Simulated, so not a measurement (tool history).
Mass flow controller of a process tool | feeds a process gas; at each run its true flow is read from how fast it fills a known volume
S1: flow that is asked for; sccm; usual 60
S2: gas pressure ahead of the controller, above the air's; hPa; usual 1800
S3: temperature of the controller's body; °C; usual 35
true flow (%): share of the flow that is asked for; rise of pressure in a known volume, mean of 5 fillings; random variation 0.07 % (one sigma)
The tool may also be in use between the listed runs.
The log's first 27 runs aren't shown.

Run 28, hour 8212.9: usual settings but S1 22 sccm, S2 2050 hPa, S3 26 °C. Result: true flow (%) 97.73.
Run 29, hour 8453.7: usual settings but S1 22 sccm, S2 2050 hPa, S3 26 °C. Result: true flow (%) 97.88.
Run 30, hour 8634.5: usual settings but S1 22 sccm, S2 2050 hPa, S3 26 °C. Result: true flow (%) 97.61.
Run 31, hour 8895.1: usual settings but S1 22 sccm, S2 2050 hPa, S3 26 °C. Result: true flow (%) 97.42.
Run 32, hour 9124.4: usual settings but S2 2460 hPa, S3 21 °C. Result: true flow (%) 98.84.
Run 33, hour 9452.4: usual settings but S2 2460 hPa, S3 21 °C. Result: true flow (%) 98.57.
Run 34, hour 9747.4: usual settings but S1 130 sccm, S2 1590 hPa, S3 27 °C. Result: true flow (%) 98.5.
Run 35, hour 10158.9: usual settings but S3 22 °C. Result: true flow (%) 98.32.
Run 36, hour 10492.3: usual settings but S2 1630 hPa. Result: true flow (%) 97.59.
Run 37, hour 10834.1: usual settings but S1 21 sccm, S2 2110 hPa, S3 22 °C. Result: true flow (%) 96.19.

3 ways to go on from here, each from the tool as it stands after run 37. What would each give?
Run A, hour 11134.7: usual settings but S1 97 sccm, S2 1550 hPa, S3 25 °C. Result: true flow (%) ?.
Run B, hour 11134.7: usual settings but S1 95 sccm, S2 1860 hPa, S3 22 °C. Result: true flow (%) ?.
Run C, hour 11134.7: usual settings but S1 44 sccm, S2 2010 hPa, S3 26 °C. Result: true flow (%) ?.

run  true flow (%)
  A          98.13
  B          98.34
  C          97.34
Without the tool's hidden state the same runs would have given:
run  true flow (%)
  A          99.69
  B          99.91
  C          99.67

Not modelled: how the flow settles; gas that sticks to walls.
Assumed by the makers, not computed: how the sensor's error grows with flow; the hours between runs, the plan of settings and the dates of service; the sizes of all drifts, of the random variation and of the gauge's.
